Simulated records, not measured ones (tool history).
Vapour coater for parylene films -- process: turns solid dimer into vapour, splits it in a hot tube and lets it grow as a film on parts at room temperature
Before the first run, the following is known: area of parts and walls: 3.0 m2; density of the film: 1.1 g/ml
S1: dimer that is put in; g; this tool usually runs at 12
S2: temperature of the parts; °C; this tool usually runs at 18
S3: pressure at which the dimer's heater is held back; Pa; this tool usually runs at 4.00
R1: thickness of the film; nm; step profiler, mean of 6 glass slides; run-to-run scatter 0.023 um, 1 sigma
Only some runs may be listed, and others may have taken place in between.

run 1 hour=0.0 | S1=12 S2=18 S3=4.00 | R1=2180
run 2 hour=26.2 | S1=12 S2=18 S3=4.00 | R1=2190
run 3 hour=52.5 | S1=12 S2=18 S3=5.40 | R1=2050
-- hour=64.3 trap's valve overhauled
run 4 hour=84.7 | S1=12 S2=17 S3=5.40 | R1=2380
run 5 hour=112.9 | S1=12 S2=28 S3=4.00 | R1=1570
run 6 hour=135.7 | S1=7 S2=11 S3=3.42 | R1=1900
run 7 hour=150.2 | S1=9 S2=25 S3=7.21 | R1=1140
run 8 hour=169.7 | S1=9 S2=25 S3=7.21 | R1=1210
run 9 hour=192.4 | S1=11 S2=14 S3=4.00 | R1=2540
run 10 hour=217.8 | S1=11 S2=14 S3=4.00 | R1=2480

Table of differences, measured result less the result of that run with no hidden state. Run-to-run variation is the same in both. Gauge scatter possibly is not:
Hidden conditions of the tool in this case: vapour lost through the trap's worn valve, %; true temperature of the parts over the reading, C; drift of the gauge itself on film_um, %.
run=1 R1=-220
run=2 R1=-220
run=3 R1=-230
run=4 R1=-10
run=5 R1=-20
run=6 R1=-30
run=7 R1=-30
run=8 R1=-30
run=9 R1=-60
run=10 R1=-80

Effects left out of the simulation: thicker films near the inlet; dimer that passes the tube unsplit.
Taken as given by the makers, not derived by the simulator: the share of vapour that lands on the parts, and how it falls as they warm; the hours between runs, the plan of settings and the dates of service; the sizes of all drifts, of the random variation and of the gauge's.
